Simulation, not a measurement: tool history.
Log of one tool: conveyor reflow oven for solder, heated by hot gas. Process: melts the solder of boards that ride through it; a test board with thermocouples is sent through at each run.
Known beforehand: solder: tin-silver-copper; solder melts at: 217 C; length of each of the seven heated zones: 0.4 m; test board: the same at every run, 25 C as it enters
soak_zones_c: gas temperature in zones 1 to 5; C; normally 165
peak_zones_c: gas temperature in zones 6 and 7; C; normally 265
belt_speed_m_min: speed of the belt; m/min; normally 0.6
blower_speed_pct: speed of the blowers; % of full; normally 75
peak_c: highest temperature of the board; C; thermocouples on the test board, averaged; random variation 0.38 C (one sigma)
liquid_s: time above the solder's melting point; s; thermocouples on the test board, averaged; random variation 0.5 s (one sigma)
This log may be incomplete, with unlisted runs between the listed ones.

Run 1, hour 0: usual settings. Result: peak_c 247.4 C, liquid_s 52.9 s.
Run 2, hour 14.6: usual settings. Result: peak_c 247.6 C, liquid_s 53 s.
Run 3, hour 28.2: usual settings. Result: peak_c 247.8 C, liquid_s 52.5 s.
Run 4, hour 50.5: usual settings. Result: peak_c 247 C, liquid_s 52.8 s.
Run 5, hour 68.8: usual settings. Result: peak_c 247.5 C, liquid_s 52.3 s.
Run 6, hour 98: usual settings. Result: peak_c 247.5 C, liquid_s 53.2 s.
Run 7, hour 116: usual settings. Result: peak_c 248.2 C, liquid_s 52.8 s.
Run 8, hour 142.6: usual settings but peak_zones_c 268 C. Result: peak_c 249.4 C, liquid_s 55.6 s.
Run 9, hour 163.8: usual settings. Result: peak_c 247.2 C, liquid_s 52 s.
Run 10, hour 179.9: usual settings. Result: peak_c 246.6 C, liquid_s 52.3 s.
Run 11, hour 202.4: usual settings. Result: peak_c 247.4 C, liquid_s 52 s.
At hour 208.8: belt drive overhauled, speed set with a stopwatch.
Run 12, hour 223.2: usual settings. Result: peak_c 248 C, liquid_s 54.3 s.
Run 13, hour 246.6: usual settings but belt_speed_m_min 0.539 m/min. Result: peak_c 250.8 C, liquid_s 63.6 s.
Run 14, hour 269.8: usual settings but blower_speed_pct 55 % of full. Result: peak_c 241.4 C, liquid_s 45.4 s.
At hour 280.3: belt drive overhauled, speed set with a stopwatch, once more.
Run 15, hour 303.5: usual settings but soak_zones_c 175 C, blower_speed_pct 66 % of full. Result: peak_c 245.7 C, liquid_s 52.7 s.
Run 16, hour 324.9: usual settings but peak_zones_c 271 C, belt_speed_m_min 0.695 m/min. Result: peak_c 243.9 C, liquid_s 40.1 s.
Run 17, hour 345.1: usual settings but peak_zones_c 271 C, belt_speed_m_min 0.695 m/min. Result: peak_c 244.2 C, liquid_s 40.7 s.
Run 18, hour 368.4: usual settings but blower_speed_pct 88 % of full. Result: peak_c 248.4 C, liquid_s 52.1 s.
Run 19, hour 384.3: usual settings but soak_zones_c 154 C, blower_speed_pct 64 % of full. Result: peak_c 240.6 C, liquid_s 39.2 s.

Below are 3 alternative next runs, each starting from the tool's condition after run 19. Predict each:
Run A, hour 402.4: usual settings but soak_zones_c 179 C, peak_zones_c 254 C, blower_speed_pct 64 % of full. Result: peak_c ?, liquid_s ?.
Run B, hour 402.4: usual settings but soak_zones_c 176 C, peak_zones_c 261 C, blower_speed_pct 77 % of full. Result: peak_c ?, liquid_s ?.
Run C, hour 402.4: usual settings but soak_zones_c 154 C, belt_speed_m_min 0.503 m/min, blower_speed_pct 64 % of full. Result: peak_c ?, liquid_s ?.

run  peak_c  liquid_s
  A   236.9      45.3
  B   244.8      53.3
  C   247.6      58.5
Without the tool's unlogged condition, the same runs would have read:
run  peak_c  liquid_s
  A   237.2        47
  B   245.3      54.8
  C     248        60
